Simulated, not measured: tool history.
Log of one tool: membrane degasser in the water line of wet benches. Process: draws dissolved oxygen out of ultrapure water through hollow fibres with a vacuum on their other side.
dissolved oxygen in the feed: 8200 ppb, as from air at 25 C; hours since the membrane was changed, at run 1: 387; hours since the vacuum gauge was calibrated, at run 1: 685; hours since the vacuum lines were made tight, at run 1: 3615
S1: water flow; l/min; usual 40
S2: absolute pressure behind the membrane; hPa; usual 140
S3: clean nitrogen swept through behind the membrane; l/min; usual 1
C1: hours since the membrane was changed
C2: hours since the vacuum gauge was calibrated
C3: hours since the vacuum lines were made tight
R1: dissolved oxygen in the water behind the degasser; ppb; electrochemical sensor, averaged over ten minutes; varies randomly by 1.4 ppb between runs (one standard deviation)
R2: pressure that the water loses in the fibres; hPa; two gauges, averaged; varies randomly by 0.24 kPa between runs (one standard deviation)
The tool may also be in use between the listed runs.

{"run": 1, "hour": 0.0, "S1": 40, "S2": 140, "S3": 1, "C1": 387, "C2": 685, "C3": 3615, "R1": 804.5, "R2": 634.8}
{"run": 2, "hour": 27.9, "S1": 40, "S2": 140, "S3": 1, "C1": 415, "C2": 713, "C3": 3643, "R1": 801.7, "R2": 636.8}
{"run": 3, "hour": 47.3, "S1": 40, "S2": 140, "S3": 0.83, "C1": 435, "C2": 732, "C3": 3663, "R1": 916.6, "R2": 638.2}
{"run": 4, "hour": 76.8, "S1": 40, "S2": 140, "S3": 1, "C1": 464, "C2": 761, "C3": 3692, "R1": 802.7, "R2": 635.8}
{"run": 5, "hour": 111.7, "S1": 40, "S2": 140, "S3": 1, "C1": 499, "C2": 796, "C3": 3727, "R1": 807.7, "R2": 645.9}
{"run": 6, "hour": 134.1, "S1": 40, "S2": 140, "S3": 1, "C1": 521, "C2": 819, "C3": 3749, "R1": 805.8, "R2": 638.1}
{"run": 7, "hour": 157.8, "S1": 30, "S2": 140, "S3": 1, "C1": 545, "C2": 842, "C3": 3773, "R1": 647.8, "R2": 479.2}
{"run": 8, "hour": 177.1, "S1": 30, "S2": 140, "S3": 1, "C1": 564, "C2": 862, "C3": 3792, "R1": 646.7, "R2": 483.8}
{"run": 9, "hour": 202.6, "S1": 30, "S2": 140, "S3": 1, "C1": 590, "C2": 887, "C3": 3818, "R1": 645.6, "R2": 476.1}
{"run": 10, "hour": 233.3, "S1": 30, "S2": 140, "S3": 1, "C1": 621, "C2": 918, "C3": 3849, "R1": 644.9, "R2": 477.8}
{"run": 11, "hour": 264.0, "S1": 36, "S2": 140, "S3": 1, "C1": 651, "C2": 949, "C3": 3879, "R1": 743.3, "R2": 573}
{"run": 12, "hour": 301.6, "S1": 40, "S2": 240, "S3": 1, "C1": 689, "C2": 986, "C3": 3917, "R1": 1437.1, "R2": 642.5}
{"run": 13, "hour": 341.1, "S1": 42, "S2": 174, "S3": 0.41, "C1": 729, "C2": 1026, "C3": 3956, "R1": 1870.1, "R2": 666.9}
{"run": 14, "hour": 360.2, "S1": 42, "S2": 174, "S3": 0.41, "C1": 748, "C2": 1045, "C3": 3975, "R1": 1858.2, "R2": 673}
{"run": 15, "hour": 390.6, "S1": 37, "S2": 273, "S3": 0.48, "C1": 778, "C2": 1075, "C3": 4006, "R1": 2435.5, "R2": 588.5}
{"run": 16, "hour": 414.0, "S1": 27, "S2": 140, "S3": 1.25, "C1": 801, "C2": 1099, "C3": 4029, "R1": 498.2, "R2": 432.5}

Measured result minus the same run's result without the hidden state. Both carry the same run-to-run variation, though not necessarily the same gauge scatter:
What the log doesn't record here: membrane still open, %; true pressure behind the membrane over the reading, kPa; air that leaks in behind the membrane, l/min; drift of the gauge itself on oxygen_ppb, %; drift of the gauge itself on loss_of_pressure_kpa, %.
run=1 R1=+3.8 R2=+3.7
run=2 R1=+3.9 R2=+4
run=3 R1=+2.2 R2=+4.1
run=4 R1=+4.1 R2=+4.5
run=5 R1=+4.3 R2=+4.8
run=6 R1=+4.3 R2=+5
run=7 R1=+6.9 R2=+4
run=8 R1=+7 R2=+4.1
run=9 R1=+7 R2=+4.2
run=10 R1=+7.2 R2=+4.4
run=11 R1=+5.8 R2=+5.5
run=12 R1=+7.9 R2=+6.5
run=13 R1=-17.4 R2=+7.3
run=14 R1=-17.3 R2=+7.4
run=15 R1=-8.5 R2=+6.8
run=16 R1=+9 R2=+5.2
